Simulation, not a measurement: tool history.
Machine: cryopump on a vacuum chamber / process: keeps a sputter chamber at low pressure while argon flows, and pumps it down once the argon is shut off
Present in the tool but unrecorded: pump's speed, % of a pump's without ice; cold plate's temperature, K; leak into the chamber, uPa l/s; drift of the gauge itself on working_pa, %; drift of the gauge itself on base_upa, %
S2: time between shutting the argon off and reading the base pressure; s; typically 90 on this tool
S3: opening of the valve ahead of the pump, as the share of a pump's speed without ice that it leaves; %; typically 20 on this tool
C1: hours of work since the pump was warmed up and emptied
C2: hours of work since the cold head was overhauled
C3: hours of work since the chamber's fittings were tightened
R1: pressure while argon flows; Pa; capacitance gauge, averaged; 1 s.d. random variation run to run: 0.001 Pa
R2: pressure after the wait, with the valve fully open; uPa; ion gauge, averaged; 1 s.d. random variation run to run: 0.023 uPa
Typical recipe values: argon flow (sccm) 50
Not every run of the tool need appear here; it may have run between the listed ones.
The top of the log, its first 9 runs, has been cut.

run 10 day=33.479 | argon_flow_(sccm)=48 S2=90 S3=20 | C1=96 C2=1920 C3=165 | R1=0.2591 R2=1.06
run 11 day=38.504 | argon_flow_(sccm)=48 S2=90 S3=20 | C1=185 C2=2008 C3=254 | R1=0.2613 R2=1.32
run 12 day=41.617 | argon_flow_(sccm)=48 S2=90 S3=20 | C1=240 C2=2063 C3=309 | R1=0.2613 R2=1.40
run 13 day=44.442 | argon_flow_(sccm)=48 S2=90 S3=20 | C1=290 C2=2113 C3=359 | R1=0.2650 R2=1.47
-- day=47.771 pump warmed up, emptied and cooled again
run 14 day=49.092 | argon_flow_(sccm)=48 S2=90 S3=20 | C1=23 C2=2192 C3=438 | R1=0.2558 R2=1.55
run 15 day=53.908 | argon_flow_(sccm)=48 S2=90 S3=20 | C1=108 C2=2277 C3=523 | R1=0.2589 R2=1.69
run 16 day=57.379 | argon_flow_(sccm)=50 S2=90 S3=20 | C1=170 C2=2338 C3=584 | R1=0.2712 R2=1.81
run 17 day=61.542 | argon_flow_(sccm)=50 S2=90 S3=20 | C1=243 C2=2412 C3=658 | R1=0.2721 R2=2.03
run 18 day=66.608 | argon_flow_(sccm)=69 S2=90 S3=50 | C1=333 C2=2502 C3=747 | R1=0.1617 R2=2.27
-- day=67.517 pump warmed up, emptied and cooled again
run 19 day=70.675 | argon_flow_(sccm)=69 S2=90 S3=50 | C1=56 C2=2570 C3=816 | R1=0.1517 R2=2.10
run 20 day=75.429 | argon_flow_(sccm)=61 S2=90 S3=49 | C1=140 C2=2654 C3=900 | R1=0.1379 R2=2.36
run 21 day=78.042 | argon_flow_(sccm)=61 S2=90 S3=49 | C1=186 C2=2700 C3=946 | R1=0.1394 R2=2.45
run 22 day=81.046 | argon_flow_(sccm)=50 S2=90 S3=55 | C1=239 C2=2753 C3=999 | R1=0.1036 R2=2.64
run 23 day=83.729 | argon_flow_(sccm)=50 S2=90 S3=55 | C1=287 C2=2801 C3=1046 | R1=0.1064 R2=2.79
-- day=86.988 pump warmed up, emptied and cooled again
run 24 day=88.917 | argon_flow_(sccm)=50 S2=90 S3=55 | C1=34 C2=2889 C3=1134 | R1=0.0991 R2=2.60
run 25 day=91.667 | argon_flow_(sccm)=65 S2=30 S3=28 | C1=83 C2=2937 C3=1183 | R1=0.2508 R2=3.82
run 26 day=96.367 | argon_flow_(sccm)=47 S2=124 S3=20 | C1=166 C2=3020 C3=1266 | R1=0.2539 R2=2.90
run 27 day=98.742 | argon_flow_(sccm)=50 S2=215 S3=20 | C1=208 C2=3062 C3=1308 | R1=0.2719 R2=2.83
run 28 day=101.271 | argon_flow_(sccm)=69 S2=125 S3=18 | C1=252 C2=3107 C3=1353 | R1=0.4179 R2=3.12
run 29 day=104.579 | argon_flow_(sccm)=28 S2=90 S3=20 | C1=311 C2=3165 C3=1411 | R1=0.1537 R2=3.53
-- day=106.567 pump warmed up, emptied and cooled again
run 30 day=107.850 | argon_flow_(sccm)=96 S2=25 S3=49 | C1=23 C2=3220 C3=1465 | R1=0.2112 R2=4.59
run 31 day=110.438 | argon_flow_(sccm)=96 S2=25 S3=49 | C1=68 C2=3265 C3=1511 | R1=0.2130 R2=4.82
-- day=112.262 leaking fittings of the chamber tightened, without venting
run 32 day=115.775 | argon_flow_(sccm)=96 S2=25 S3=49 | C1=161 C2=3358 C3=62 | R1=0.2194 R2=2.29
run 33 day=118.850 | argon_flow_(sccm)=28 S2=28 S3=34 | C1=216 C2=3413 C3=116 | R1=0.0911 R2=2.26

Here are 5 independent what-if runs from the current tool condition. What would each one return?
run A day=121.975 | argon_flow_(sccm)=42 S2=90 S3=30 | C1=271 C2=3468 C3=172 | R1=? R2=?
run B day=121.975 | argon_flow_(sccm)=75 S2=28 S3=22 | C1=271 C2=3468 C3=172 | R1=? R2=?
run C day=121.975 | argon_flow_(sccm)=28 S2=52 S3=20 | C1=271 C2=3468 C3=172 | R1=? R2=?
run D day=121.975 | argon_flow_(sccm)=28 S2=29 S3=19 | C1=271 C2=3468 C3=172 | R1=? R2=?
run E day=121.975 | argon_flow_(sccm)=26 S2=66 S3=21 | C1=271 C2=3468 C3=172 | R1=? R2=?

run=A R1=0.1562 R2=1.14
run=B R1=0.3769 R2=2.39
run=C R1=0.1544 R2=1.56
run=D R1=0.1625 R2=2.29
run=E R1=0.1356 R2=1.32
Without the tool's unlogged condition, the same runs would have read:
run=A R1=0.1484 R2=0.78
run=B R1=0.3629 R2=2.03
run=C R1=0.1491 R2=1.20
run=D R1=0.1573 R2=1.93
run=E R1=0.1307 R2=0.97

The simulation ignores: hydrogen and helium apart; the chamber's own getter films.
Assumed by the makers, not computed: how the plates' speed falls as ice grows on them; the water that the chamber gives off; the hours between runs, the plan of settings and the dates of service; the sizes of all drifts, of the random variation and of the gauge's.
